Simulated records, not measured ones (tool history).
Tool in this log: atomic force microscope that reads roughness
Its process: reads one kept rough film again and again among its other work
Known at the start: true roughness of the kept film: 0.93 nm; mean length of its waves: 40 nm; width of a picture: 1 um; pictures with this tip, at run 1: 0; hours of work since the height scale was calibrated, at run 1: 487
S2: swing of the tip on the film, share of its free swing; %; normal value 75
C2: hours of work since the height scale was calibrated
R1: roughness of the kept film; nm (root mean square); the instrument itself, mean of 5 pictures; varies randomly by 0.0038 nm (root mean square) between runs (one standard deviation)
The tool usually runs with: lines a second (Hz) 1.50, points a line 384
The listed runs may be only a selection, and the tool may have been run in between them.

run 1 hour=0.0 | lines_a_second_(Hz)=1.50 S2=75 points_a_line=384 | pictures_with_this_tip=0 C2=487 | R1=0.828
run 2 hour=19.3 | lines_a_second_(Hz)=1.50 S2=79 points_a_line=384 | pictures_with_this_tip=21 C2=496 | R1=0.801
run 3 hour=45.5 | lines_a_second_(Hz)=2.86 S2=75 points_a_line=384 | pictures_with_this_tip=48 C2=508 | R1=0.742
run 4 hour=66.8 | lines_a_second_(Hz)=2.22 S2=75 points_a_line=384 | pictures_with_this_tip=71 C2=518 | R1=0.756
run 5 hour=100.7 | lines_a_second_(Hz)=2.22 S2=75 points_a_line=384 | pictures_with_this_tip=107 C2=534 | R1=0.736
-- hour=116.8 new tip fitted
run 6 hour=137.1 | lines_a_second_(Hz)=1.50 S2=64 points_a_line=384 | pictures_with_this_tip=22 C2=551 | R1=0.846
run 7 hour=168.3 | lines_a_second_(Hz)=1.50 S2=64 points_a_line=384 | pictures_with_this_tip=55 C2=566 | R1=0.829
run 8 hour=186.8 | lines_a_second_(Hz)=1.50 S2=75 points_a_line=845 | pictures_with_this_tip=75 C2=575 | R1=0.781
run 9 hour=218.2 | lines_a_second_(Hz)=1.50 S2=75 points_a_line=845 | pictures_with_this_tip=108 C2=590 | R1=0.775
-- hour=230.7 new tip fitted
run 10 hour=244.8 | lines_a_second_(Hz)=1.50 S2=75 points_a_line=704 | pictures_with_this_tip=15 C2=602 | R1=0.815
run 11 hour=269.5 | lines_a_second_(Hz)=1.50 S2=75 points_a_line=704 | pictures_with_this_tip=41 C2=614 | R1=0.804
run 12 hour=302.1 | lines_a_second_(Hz)=1.50 S2=75 points_a_line=704 | pictures_with_this_tip=75 C2=629 | R1=0.786
run 13 hour=338.4 | lines_a_second_(Hz)=1.50 S2=75 points_a_line=404 | pictures_with_this_tip=114 C2=647 | R1=0.757
-- hour=346.6 new tip fitted
run 14 hour=361.3 | lines_a_second_(Hz)=1.50 S2=75 points_a_line=404 | pictures_with_this_tip=16 C2=657 | R1=0.815
run 15 hour=387.9 | lines_a_second_(Hz)=1.50 S2=75 points_a_line=404 | pictures_with_this_tip=44 C2=670 | R1=0.798
run 16 hour=407.2 | lines_a_second_(Hz)=1.50 S2=75 points_a_line=404 | pictures_with_this_tip=64 C2=679 | R1=0.783
run 17 hour=437.3 | lines_a_second_(Hz)=1.50 S2=75 points_a_line=431 | pictures_with_this_tip=96 C2=693 | R1=0.770
run 18 hour=454.0 | lines_a_second_(Hz)=1.50 S2=75 points_a_line=431 | pictures_with_this_tip=114 C2=701 | R1=0.755
-- hour=462.0 new tip fitted
run 19 hour=491.7 | lines_a_second_(Hz)=1.50 S2=75 points_a_line=431 | pictures_with_this_tip=31 C2=719 | R1=0.798
-- hour=495.9 height scale calibrated on a step standard
run 20 hour=522.1 | lines_a_second_(Hz)=1.50 S2=75 points_a_line=431 | pictures_with_this_tip=62 C2=12 | R1=0.790
run 21 hour=549.5 | lines_a_second_(Hz)=1.50 S2=75 points_a_line=431 | pictures_with_this_tip=92 C2=25 | R1=0.773
run 22 hour=568.3 | lines_a_second_(Hz)=3.56 S2=75 points_a_line=384 | pictures_with_this_tip=111 C2=34 | R1=0.678
-- hour=578.9 new tip fitted
run 23 hour=603.4 | lines_a_second_(Hz)=3.56 S2=75 points_a_line=384 | pictures_with_this_tip=26 C2=51 | R1=0.727
run 24 hour=631.4 | lines_a_second_(Hz)=3.56 S2=75 points_a_line=384 | pictures_with_this_tip=56 C2=64 | R1=0.707
run 25 hour=649.8 | lines_a_second_(Hz)=2.61 S2=67 points_a_line=745 | pictures_with_this_tip=75 C2=73 | R1=0.782
run 26 hour=685.1 | lines_a_second_(Hz)=1.36 S2=77 points_a_line=361 | pictures_with_this_tip=113 C2=89 | R1=0.765
-- hour=694.7 new tip fitted
-- hour=697.9 height scale calibrated on a step standard, once more
run 27 hour=710.9 | lines_a_second_(Hz)=0.51 S2=75 points_a_line=456 | pictures_with_this_tip=17 C2=6 | R1=0.877
run 28 hour=729.9 | lines_a_second_(Hz)=2.65 S2=66 points_a_line=363 | pictures_with_this_tip=37 C2=15 | R1=0.800
run 29 hour=754.6 | lines_a_second_(Hz)=1.36 S2=75 points_a_line=609 | pictures_with_this_tip=63 C2=27 | R1=0.800
run 30 hour=775.2 | lines_a_second_(Hz)=2.63 S2=75 points_a_line=784 | pictures_with_this_tip=85 C2=37 | R1=0.733
run 31 hour=805.5 | lines_a_second_(Hz)=2.63 S2=75 points_a_line=784 | pictures_with_this_tip=117 C2=51 | R1=0.717
-- hour=812.2 new tip fitted
run 32 hour=824.0 | lines_a_second_(Hz)=2.05 S2=75 points_a_line=384 | pictures_with_this_tip=13 C2=60 | R1=0.786
run 33 hour=853.6 | lines_a_second_(Hz)=2.06 S2=62 points_a_line=990 | pictures_with_this_tip=44 C2=74 | R1=0.828
run 34 hour=884.7 | lines_a_second_(Hz)=2.07 S2=79 points_a_line=777 | pictures_with_this_tip=77 C2=88 | R1=0.739
run 35 hour=914.4 | lines_a_second_(Hz)=0.57 S2=69 points_a_line=700 | pictures_with_this_tip=109 C2=102 | R1=0.815
-- hour=928.4 new tip fitted
run 36 hour=943.4 | lines_a_second_(Hz)=3.58 S2=61 points_a_line=384 | pictures_with_this_tip=16 C2=116 | R1=0.819
run 37 hour=969.1 | lines_a_second_(Hz)=3.58 S2=65 points_a_line=460 | pictures_with_this_tip=43 C2=128 | R1=0.778
run 38 hour=994.2 | lines_a_second_(Hz)=1.50 S2=89 points_a_line=693 | pictures_with_this_tip=70 C2=140 | R1=0.731
run 39 hour=1030.8 | lines_a_second_(Hz)=0.61 S2=89 points_a_line=278 | pictures_with_this_tip=108 C2=157 | R1=0.783
-- hour=1044.5 new tip fitted
run 40 hour=1056.3 | lines_a_second_(Hz)=1.75 S2=75 points_a_line=287 | pictures_with_this_tip=12 C2=169 | R1=0.802
run 41 hour=1084.7 | lines_a_second_(Hz)=0.67 S2=75 points_a_line=328 | pictures_with_this_tip=42 C2=183 | R1=0.836
run 42 hour=1113.2 | lines_a_second_(Hz)=0.67 S2=75 points_a_line=328 | pictures_with_this_tip=72 C2=196 | R1=0.828
run 43 hour=1147.7 | lines_a_second_(Hz)=0.89 S2=84 points_a_line=482 | pictures_with_this_tip=109 C2=212 | R1=0.773
-- hour=1160.4 new tip fitted
run 44 hour=1181.0 | lines_a_second_(Hz)=0.62 S2=83 points_a_line=307 | pictures_with_this_tip=22 C2=228 | R1=0.840
run 45 hour=1206.5 | lines_a_second_(Hz)=3.54 S2=83 points_a_line=307 | pictures_with_this_tip=49 C2=240 | R1=0.656
run 46 hour=1234.5 | lines_a_second_(Hz)=3.03 S2=90 points_a_line=1008 | pictures_with_this_tip=78 C2=253 | R1=0.618

The logged runs with the hidden state left out (each run's random variation unchanged):
Hidden state at play: radius of the tip, nm; height scale over the true one, %; drift of the gauge itself on roughness_nm, %.
run=1 R1=0.831
run=2 R1=0.815
run=3 R1=0.771
run=4 R1=0.797
run=5 R1=0.795
run=6 R1=0.862
run=7 R1=0.865
run=8 R1=0.826
run=9 R1=0.838
run=10 R1=0.827
run=11 R1=0.830
run=12 R1=0.831
run=13 R1=0.823
run=14 R1=0.827
run=15 R1=0.825
run=16 R1=0.822
run=17 R1=0.826
run=18 R1=0.820
run=19 R1=0.821
run=20 R1=0.830
run=21 R1=0.828
run=22 R1=0.735
run=23 R1=0.743
run=24 R1=0.738
run=25 R1=0.826
run=26 R1=0.829
run=27 R1=0.888
run=28 R1=0.823
run=29 R1=0.837
run=30 R1=0.779
run=31 R1=0.779
run=32 R1=0.795
run=33 R1=0.857
run=34 R1=0.783
run=35 R1=0.883
run=36 R1=0.828
run=37 R1=0.801
run=38 R1=0.766
run=39 R1=0.842
run=40 R1=0.809
run=41 R1=0.862
run=42 R1=0.870
run=43 R1=0.833
run=44 R1=0.854
run=45 R1=0.680
run=46 R1=0.652
